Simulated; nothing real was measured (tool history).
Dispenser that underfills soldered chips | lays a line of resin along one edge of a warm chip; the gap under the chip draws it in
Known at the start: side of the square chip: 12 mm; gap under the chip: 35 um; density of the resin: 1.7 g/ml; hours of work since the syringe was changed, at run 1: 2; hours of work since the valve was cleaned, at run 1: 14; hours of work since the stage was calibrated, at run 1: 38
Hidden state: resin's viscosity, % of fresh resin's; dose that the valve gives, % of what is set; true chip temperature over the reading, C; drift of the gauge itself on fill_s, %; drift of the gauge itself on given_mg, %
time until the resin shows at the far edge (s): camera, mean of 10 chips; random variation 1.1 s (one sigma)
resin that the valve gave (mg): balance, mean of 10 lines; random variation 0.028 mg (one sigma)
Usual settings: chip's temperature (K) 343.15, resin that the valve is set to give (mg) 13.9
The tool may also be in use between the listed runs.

run  hour  chip's temperature (K)  resin that the valve is set to give (mg)  hours of work since the syringe was changed  hours of work since the valve was cleaned  hours of work since the stage was calibrated  time until the resin shows at the far edge (s)  resin that the valve gave (mg)
  1     0                  343.15                                      13.9                                            2                                         14                                            38                                           124.5                           13.87
  2   5.3                  343.15                                      13.9                                            6                                         18                                            42                                           158.2                            13.8
        9  -- new syringe of resin
  3  10.1                  350.15                                      13.9                                            1                                         21                                            45                                            85.6                           13.78
  4  16.3                  350.15                                      13.9                                            5                                         25                                            49                                           115.3                            13.8
     21.6  -- new syringe of resin
  5  22.8                  341.15                                      13.9                                            1                                         29                                            53                                           126.1                           13.77
  6  27.6                  343.15                                      12.4                                            4                                         32                                            56                                           145.1                            12.3
     33.8  -- new syringe of resin
  7  34.1                  343.15                                      12.4                                            0                                         37                                            60                                           112.8                           12.21
  8  39.2                  335.15                                      16.7                                            4                                         40                                            64                                           201.2                           16.54
  9  44.1                  341.15                                      13.5                                            7                                         43                                            67                                           194.4                            13.3
     46.1  -- new syringe of resin
 10  48.4                  341.15                                      14.7                                            2                                         46                                            70                                           135.5                           14.47
 11  53.2                  341.15                                      14.7                                            5                                         49                                            73                                           164.6                           14.47

Forecast each of these 4 alternatives for the next run:
  A  56.9                  340.15                                      13.3                                            7                                         52                                            76                                               ?                               ?
  B  56.9                  335.15                                      12.3                                            7                                         52                                            76                                               ?                               ?
  C  56.9                  338.15                                      13.1                                            7                                         52                                            76                                               ?                               ?
  D  56.9                  350.15                                      16.5                                            7                                         52                                            76                                               ?                               ?

run  time until the resin shows at the far edge (s)  resin that the valve gave (mg)
  A                                           211.6                           13.06
  B                                             266                           12.09
  C                                           229.5                            12.9
  D                                           133.3                           16.15
Without the tool's hidden state the same runs would have given:
run  time until the resin shows at the far edge (s)  resin that the valve gave (mg)
  A                                             126                           13.29
  B                                           158.2                           12.31
  C                                           136.6                           13.14
  D                                            79.3                           16.44
